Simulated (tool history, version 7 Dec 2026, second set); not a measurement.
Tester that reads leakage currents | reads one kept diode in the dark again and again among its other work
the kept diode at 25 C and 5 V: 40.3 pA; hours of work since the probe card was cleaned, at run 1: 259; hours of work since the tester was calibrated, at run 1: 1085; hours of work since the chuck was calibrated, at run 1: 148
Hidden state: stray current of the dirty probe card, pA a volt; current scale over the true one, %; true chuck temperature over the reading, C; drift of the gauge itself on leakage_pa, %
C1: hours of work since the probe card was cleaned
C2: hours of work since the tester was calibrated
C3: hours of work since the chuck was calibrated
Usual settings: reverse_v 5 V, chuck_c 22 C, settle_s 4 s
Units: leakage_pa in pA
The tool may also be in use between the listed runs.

{"run": 1, "hour": 0.0, "reverse_v": 5, "chuck_c": 22, "settle_s": 4, "C1": 259, "C2": 1085, "C3": 148, "leakage_pa": 29.81}
{"run": 2, "hour": 50.4, "reverse_v": 5, "chuck_c": 22, "settle_s": 4, "C1": 281, "C2": 1107, "C3": 170, "leakage_pa": 29.6}
{"run": 3, "hour": 96.0, "reverse_v": 1.5, "chuck_c": 22, "settle_s": 4, "C1": 301, "C2": 1127, "C3": 190, "leakage_pa": 14.52}
{"run": 4, "hour": 179.9, "reverse_v": 1.5, "chuck_c": 22, "settle_s": 4, "C1": 337, "C2": 1163, "C3": 226, "leakage_pa": 14.31}
{"run": 5, "hour": 235.3, "reverse_v": 1.5, "chuck_c": 22, "settle_s": 3.5, "C1": 361, "C2": 1187, "C3": 250, "leakage_pa": 14.19}
{"run": 6, "hour": 288.7, "reverse_v": 1.5, "chuck_c": 22, "settle_s": 3.5, "C1": 384, "C2": 1211, "C3": 273, "leakage_pa": 14.18}
{"run": 7, "hour": 336.7, "reverse_v": 5, "chuck_c": 22, "settle_s": 4, "C1": 405, "C2": 1232, "C3": 294, "leakage_pa": 28.4}
{"run": 8, "hour": 422.2, "reverse_v": 5, "chuck_c": 32, "settle_s": 4, "C1": 442, "C2": 1269, "C3": 331, "leakage_pa": 70.61}
{"run": 9, "hour": 513.7, "reverse_v": 5, "chuck_c": 32, "settle_s": 4, "C1": 482, "C2": 1308, "C3": 371, "leakage_pa": 69.25}
{"run": 10, "hour": 601.7, "reverse_v": 9.16, "chuck_c": 22, "settle_s": 4, "C1": 520, "C2": 1346, "C3": 409, "leakage_pa": 39.03}
{"run": 11, "hour": 639.5, "reverse_v": 9.16, "chuck_c": 22, "settle_s": 4, "C1": 537, "C2": 1363, "C3": 425, "leakage_pa": 38.82}
{"run": 12, "hour": 707.3, "reverse_v": 5, "chuck_c": 22, "settle_s": 1.59, "C1": 566, "C2": 1392, "C3": 455, "leakage_pa": 27.21}
{"run": 13, "hour": 764.6, "reverse_v": 5, "chuck_c": 22, "settle_s": 1.59, "C1": 591, "C2": 1417, "C3": 480, "leakage_pa": 27.15}
{"run": 14, "hour": 818.3, "reverse_v": 5, "chuck_c": 22, "settle_s": 1.59, "C1": 614, "C2": 1440, "C3": 503, "leakage_pa": 26.86}
{"run": 15, "hour": 866.1, "reverse_v": 5, "chuck_c": 22, "settle_s": 1.59, "C1": 635, "C2": 1461, "C3": 524, "leakage_pa": 26.78}
{"hour": 915.8, "done": "chuck's temperature calibrated"}
{"run": 16, "hour": 936.6, "reverse_v": 5, "chuck_c": 22, "settle_s": 1.59, "C1": 665, "C2": 1491, "C3": 9, "leakage_pa": 32.08}
{"run": 17, "hour": 984.5, "reverse_v": 6.63, "chuck_c": 22, "settle_s": 4, "C1": 685, "C2": 1512, "C3": 30, "leakage_pa": 37.36}
{"run": 18, "hour": 1025.2, "reverse_v": 5, "chuck_c": 22, "settle_s": 4, "C1": 703, "C2": 1529, "C3": 47, "leakage_pa": 31.09}
{"hour": 1031.8, "done": "tester calibrated"}
{"run": 19, "hour": 1095.9, "reverse_v": 5, "chuck_c": 22, "settle_s": 4, "C1": 733, "C2": 28, "C3": 77, "leakage_pa": 30.81}

The next listed run, before its measurement:
{"run": 20, "hour": 1184.2, "reverse_v": 3.56, "chuck_c": 22, "settle_s": 4, "C1": 771, "C2": 66, "C3": 116, "leakage_pa": "?"}

{"run 20": {"leakage_pa": 24.75}}
Without the tool's hidden state the same run would have given leakage_pa 24.93 pA.
